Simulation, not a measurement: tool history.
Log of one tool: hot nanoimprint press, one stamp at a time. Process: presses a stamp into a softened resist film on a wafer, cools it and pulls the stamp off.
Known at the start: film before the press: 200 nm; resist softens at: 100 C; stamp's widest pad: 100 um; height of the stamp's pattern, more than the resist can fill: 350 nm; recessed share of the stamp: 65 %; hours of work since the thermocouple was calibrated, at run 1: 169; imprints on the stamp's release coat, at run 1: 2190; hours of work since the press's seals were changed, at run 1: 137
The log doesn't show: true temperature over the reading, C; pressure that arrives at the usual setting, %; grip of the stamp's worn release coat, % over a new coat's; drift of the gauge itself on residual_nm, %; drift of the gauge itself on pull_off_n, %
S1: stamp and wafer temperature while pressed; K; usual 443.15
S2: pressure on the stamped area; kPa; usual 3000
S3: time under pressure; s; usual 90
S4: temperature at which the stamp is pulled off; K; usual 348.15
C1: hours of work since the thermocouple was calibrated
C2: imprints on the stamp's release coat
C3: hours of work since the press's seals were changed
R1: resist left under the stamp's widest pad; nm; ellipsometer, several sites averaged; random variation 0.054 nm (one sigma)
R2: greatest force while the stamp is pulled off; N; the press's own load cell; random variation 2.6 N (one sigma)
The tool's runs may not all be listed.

run 1 day=0.000 | S1=443.15 S2=3000 S3=90 S4=348.15 | C1=169 C2=2190 C3=137 | R1=81.23 R2=246
run 2 day=0.392 | S1=443.15 S2=3000 S3=90 S4=348.15 | C1=173 C2=2216 C3=141 | R1=81.27 R2=241
run 3 day=0.717 | S1=443.15 S2=3000 S3=90 S4=348.15 | C1=176 C2=2238 C3=144 | R1=81.30 R2=244
run 4 day=1.100 | S1=443.15 S2=3000 S3=90 S4=348.15 | C1=180 C2=2264 C3=148 | R1=81.17 R2=244
run 5 day=1.438 | S1=443.15 S2=3000 S3=90 S4=348.15 | C1=184 C2=2287 C3=152 | R1=81.14 R2=256
run 6 day=1.821 | S1=443.15 S2=3000 S3=90 S4=348.15 | C1=188 C2=2313 C3=156 | R1=81.20 R2=239
run 7 day=2.142 | S1=443.15 S2=3000 S3=90 S4=348.15 | C1=191 C2=2334 C3=159 | R1=81.08 R2=243
-- day=2.571 stamp cleaned and given a new release coat
run 8 day=2.658 | S1=443.15 S2=3000 S3=90 S4=348.15 | C1=194 C2=6 C3=162 | R1=81.11 R2=194
run 9 day=2.871 | S1=451.15 S2=3000 S3=90 S4=348.15 | C1=196 C2=20 C3=164 | R1=57.79 R2=192
run 10 day=3.221 | S1=443.15 S2=3000 S3=90 S4=348.15 | C1=199 C2=44 C3=167 | R1=81.11 R2=195
run 11 day=3.462 | S1=443.15 S2=3000 S3=90 S4=348.15 | C1=202 C2=60 C3=170 | R1=81.13 R2=194
run 12 day=3.700 | S1=443.15 S2=3000 S3=61 S4=348.15 | C1=204 C2=76 C3=172 | R1=94.89 R2=189
run 13 day=4.058 | S1=443.15 S2=3000 S3=61 S4=348.15 | C1=208 C2=100 C3=176 | R1=94.74 R2=192
run 14 day=4.462 | S1=443.15 S2=3000 S3=61 S4=348.15 | C1=212 C2=127 C3=180 | R1=94.73 R2=194
run 15 day=4.808 | S1=443.15 S2=4690 S3=90 S4=348.15 | C1=215 C2=150 C3=183 | R1=66.71 R2=198
run 16 day=5.033 | S1=432.15 S2=3020 S3=71 S4=343.15 | C1=218 C2=165 C3=185 | R1=135.47 R2=219
run 17 day=5.333 | S1=452.15 S2=2640 S3=129 S4=348.15 | C1=221 C2=186 C3=189 | R1=49.84 R2=195
run 18 day=5.575 | S1=452.15 S2=2640 S3=129 S4=348.15 | C1=223 C2=202 C3=191 | R1=49.80 R2=196
run 19 day=5.762 | S1=443.15 S2=3350 S3=100 S4=348.15 | C1=225 C2=215 C3=193 | R1=73.85 R2=198
run 20 day=6.083 | S1=443.15 S2=3350 S3=56 S4=347.15 | C1=228 C2=236 C3=196 | R1=93.77 R2=198
run 21 day=6.471 | S1=443.15 S2=4320 S3=90 S4=348.15 | C1=232 C2=262 C3=200 | R1=69.18 R2=197
run 22 day=6.654 | S1=438.15 S2=3000 S3=90 S4=348.15 | C1=234 C2=275 C3=202 | R1=100.00 R2=193
run 23 day=7.050 | S1=444.15 S2=3260 S3=148 S4=345.15 | C1=238 C2=301 C3=206 | R1=60.04 R2=214
run 24 day=7.388 | S1=434.15 S2=3000 S3=90 S4=347.15 | C1=241 C2=324 C3=209 | R1=117.30 R2=205
run 25 day=7.788 | S1=434.15 S2=4440 S3=49 S4=347.15 | C1=245 C2=351 C3=213 | R1=125.64 R2=206
run 26 day=8.225 | S1=449.15 S2=3760 S3=49 S4=347.15 | C1=250 C2=380 C3=218 | R1=74.08 R2=208
run 27 day=8.450 | S1=445.15 S2=3410 S3=49 S4=342.15 | C1=252 C2=395 C3=220 | R1=90.54 R2=232
-- day=8.667 plate thermocouple calibrated
run 28 day=9.004 | S1=445.15 S2=2780 S3=49 S4=350.15 | C1=3 C2=424 C3=224 | R1=99.93 R2=194
run 29 day=9.238 | S1=445.15 S2=2780 S3=163 S4=350.15 | C1=6 C2=440 C3=227 | R1=60.51 R2=195
run 30 day=9.429 | S1=445.15 S2=2780 S3=163 S4=350.15 | C1=8 C2=453 C3=229 | R1=60.45 R2=194

Hidden state at the last listed run before each entry between runs and at the first one after, where it differs:
Between runs 7 and 8: stamp cleaned and given a new release coat (day 2.571)
  grip of the stamp's worn release coat, % over a new coat's: 28.1 -> 0.1
  measured less the result without the state, R1: -0.68 -> -0.69 nm; R2: +52 -> -1 N
Between runs 27 and 28: plate thermocouple calibrated (day 8.667)
  true temperature over the reading, C: 0.31 -> -0.21; pressure that arrives at the usual setting, %: 99.63 -> 99.62; grip of the stamp's worn release coat, % over a new coat's: 4.6 -> 4.9
  measured less the result without the state, R1: -0.95 -> +0.92 nm; R2: +8 -> +11 N
